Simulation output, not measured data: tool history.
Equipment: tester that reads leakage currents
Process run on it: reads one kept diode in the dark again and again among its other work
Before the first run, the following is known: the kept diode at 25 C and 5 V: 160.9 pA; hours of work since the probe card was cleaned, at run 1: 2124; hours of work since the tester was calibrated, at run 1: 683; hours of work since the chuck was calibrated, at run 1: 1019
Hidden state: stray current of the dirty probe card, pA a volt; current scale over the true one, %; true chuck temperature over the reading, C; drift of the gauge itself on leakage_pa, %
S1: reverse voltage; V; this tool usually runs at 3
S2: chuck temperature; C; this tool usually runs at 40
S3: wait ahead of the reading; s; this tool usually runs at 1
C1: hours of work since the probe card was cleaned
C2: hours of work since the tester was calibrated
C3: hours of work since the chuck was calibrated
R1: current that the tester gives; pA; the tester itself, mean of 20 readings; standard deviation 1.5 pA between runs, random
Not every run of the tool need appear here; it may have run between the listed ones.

{"run": 1, "hour": 0.0, "S1": 3, "S2": 40, "S3": 1, "C1": 2124, "C2": 683, "C3": 1019, "R1": 412.94}
{"run": 2, "hour": 37.5, "S1": 3, "S2": 40, "S3": 1, "C1": 2149, "C2": 708, "C3": 1044, "R1": 411.78}
{"run": 3, "hour": 89.6, "S1": 3, "S2": 40, "S3": 1, "C1": 2184, "C2": 743, "C3": 1079, "R1": 411.23}
{"run": 4, "hour": 132.1, "S1": 3, "S2": 40, "S3": 1, "C1": 2213, "C2": 772, "C3": 1108, "R1": 407.52}
{"run": 5, "hour": 163.7, "S1": 3, "S2": 47, "S3": 1, "C1": 2234, "C2": 793, "C3": 1129, "R1": 740.02}
{"hour": 169.2, "done": "probe card cleaned and baked"}
{"run": 6, "hour": 205.7, "S1": 3, "S2": 47, "S3": 1, "C1": 25, "C2": 819, "C3": 1156, "R1": 738.31}
{"run": 7, "hour": 248.6, "S1": 3, "S2": 40, "S3": 1, "C1": 54, "C2": 848, "C3": 1185, "R1": 404.13}
{"run": 8, "hour": 299.8, "S1": 3, "S2": 40, "S3": 1, "C1": 88, "C2": 883, "C3": 1219, "R1": 402.63}
{"run": 9, "hour": 328.8, "S1": 3, "S2": 40, "S3": 1, "C1": 108, "C2": 902, "C3": 1239, "R1": 403.74}
{"hour": 334.6, "done": "chuck's temperature calibrated"}
{"run": 10, "hour": 375.7, "S1": 10.3, "S2": 47, "S3": 4.33, "C1": 138, "C2": 933, "C3": 28, "R1": 1690.64}
{"run": 11, "hour": 404.5, "S1": 10.3, "S2": 47, "S3": 4.33, "C1": 157, "C2": 952, "C3": 47, "R1": 1688.16}
{"run": 12, "hour": 441.9, "S1": 2.6, "S2": 57, "S3": 1, "C1": 183, "C2": 977, "C3": 72, "R1": 1839.62}
{"hour": 492.2, "done": "probe card cleaned and baked, once more"}
{"run": 13, "hour": 492.3, "S1": 2.6, "S2": 57, "S3": 1, "C1": 0, "C2": 1009, "C3": 104, "R1": 1820.48}
{"run": 14, "hour": 542.2, "S1": 12.31, "S2": 21, "S3": 2.72, "C1": 34, "C2": 1043, "C3": 138, "R1": 171.23}
{"run": 15, "hour": 564.0, "S1": 1.73, "S2": 25, "S3": 3.14, "C1": 48, "C2": 1058, "C3": 153, "R1": 90.96}
{"run": 16, "hour": 602.3, "S1": 7.1, "S2": 40, "S3": 2.34, "C1": 74, "C2": 1084, "C3": 179, "R1": 741.04}
{"run": 17, "hour": 629.2, "S1": 7.52, "S2": 37, "S3": 1, "C1": 92, "C2": 1102, "C3": 197, "R1": 585.72}

Below are 5 alternative next runs, each starting from the tool's condition after run 17. Predict each:
{"run": "A", "hour": 652.0, "S1": 2.05, "S2": 40, "S3": 1, "C1": 108, "C2": 1117, "C3": 212, "R1": "?"}
{"run": "B", "hour": 652.0, "S1": 1.4, "S2": 46, "S3": 5.35, "C1": 108, "C2": 1117, "C3": 212, "R1": "?"}
{"run": "C", "hour": 652.0, "S1": 12.08, "S2": 39, "S3": 1, "C1": 108, "C2": 1117, "C3": 212, "R1": "?"}
{"run": "D", "hour": 652.0, "S1": 3.02, "S2": 40, "S3": 4.3, "C1": 108, "C2": 1117, "C3": 212, "R1": "?"}
{"run": "E", "hour": 652.0, "S1": 7.23, "S2": 42, "S3": 6.56, "C1": 108, "C2": 1117, "C3": 212, "R1": "?"}

run=A R1=389.94
run=B R1=535.95
run=C R1=892.51
run=D R1=473.83
run=E R1=883.09
What these runs would have given with no unlogged condition in the tool:
run=A R1=402.7
run=B R1=552.93
run=C R1=921.05
run=D R1=489.29
run=E R1=911.33
